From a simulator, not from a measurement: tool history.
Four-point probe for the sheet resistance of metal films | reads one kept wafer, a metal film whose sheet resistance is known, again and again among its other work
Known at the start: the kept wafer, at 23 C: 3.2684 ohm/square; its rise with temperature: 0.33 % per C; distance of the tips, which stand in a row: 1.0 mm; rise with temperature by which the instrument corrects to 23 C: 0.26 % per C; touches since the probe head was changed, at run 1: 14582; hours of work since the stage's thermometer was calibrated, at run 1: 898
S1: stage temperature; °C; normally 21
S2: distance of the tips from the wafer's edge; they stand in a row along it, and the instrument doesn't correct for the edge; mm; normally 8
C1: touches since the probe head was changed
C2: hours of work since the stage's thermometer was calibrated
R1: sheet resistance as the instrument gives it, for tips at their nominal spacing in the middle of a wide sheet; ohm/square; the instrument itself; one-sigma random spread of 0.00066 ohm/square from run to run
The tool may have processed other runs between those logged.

run   hour  S1  S2     C1    C2        R1
  1      0  21   8  14582   898  3.294684
  2   26.7  21  16  15709   919  3.275179
  3   56.1  21  21  16954   942  3.274535
  4   70.4  21  21  17557   953  3.272909
  5   96.6  21  21  18661   974  3.273613
  6  118.9  21  21  19603   992  3.273449
  7  148.2  21   4  20841  1015  3.375611
  8  169.9  21  70  21760  1032  3.270328
  9  184.2  20   8  22362  1043  3.294542
 10  212.2  20   8  23544  1065   3.29399
 11  238.2  20   8  24646  1086  3.294543
 12  260.8  21   8  25598  1104  3.298317
 13  277.2  23   8  26290  1117  3.302481
 14  295.4  23  42  27062  1131   3.27589
 15  315.7  23  42  27917  1147  3.276746
 16  342.3  23  42  29041  1168  3.276331
 17  360.3  23  42  29803  1182  3.276489
 18  374.9  21   8  30420  1194  3.298344
 19  398.5  21   8  31414  1212  3.298022
 20  411.4  27   5  31959  1222  3.354411
 21  435.9  34   7  32995  1242  3.338261
     438.3  -- stage's thermometer calibrated
 22  460.8  34   7  34028    18  3.337626
 23  484.1  26  10  35013    36  3.302199
 24  500.7  32  18  35710    49  3.305924
 25  519.3  20  19  36497    64   3.27578
     548.8  -- stage's thermometer calibrated, once more
 26  548.8  20  19  37721     0  3.273434
 27  576.2  21  25  38879    22  3.273802
 28  596.5  21  37  39737    38  3.273478
 29    621  23  48  40773    57  3.275472
 30  646.3  21   7  41840    77  3.307332
 31  670.1  25  67  42847    96  3.282904
 32  689.1  25  67  43651   111  3.281341
 33  716.1  25  67  44788   132  3.280916
 34  729.5  24  12  45355   143  3.290897
 35    747  24   4  46097   156  3.386651
 36  769.3  24  50  47037   174  3.279486
 37  789.7  23  50  47898   190  3.279547
 38  801.9  23  50  48412   200  3.279257

Branching from run 38: 5 alternative next runs. What would each branch give?
  A  814.4  20  44  48941  210   ?
  B  814.4  21  50  48941  210   ?
  C  814.4  21  18  48941  210   ?
  D  814.4  21  50  48941  210   ?
  E  814.4  21  36  48941  210   ?

run        R1
  A  3.272776
  B  3.274769
  C  3.280273
  D    3.2741
  E  3.275079
Without the tool's hidden state the same runs would have given:
run        R1
  A  3.263197
  B  3.265187
  C  3.270677
  D   3.26452
  E  3.265496

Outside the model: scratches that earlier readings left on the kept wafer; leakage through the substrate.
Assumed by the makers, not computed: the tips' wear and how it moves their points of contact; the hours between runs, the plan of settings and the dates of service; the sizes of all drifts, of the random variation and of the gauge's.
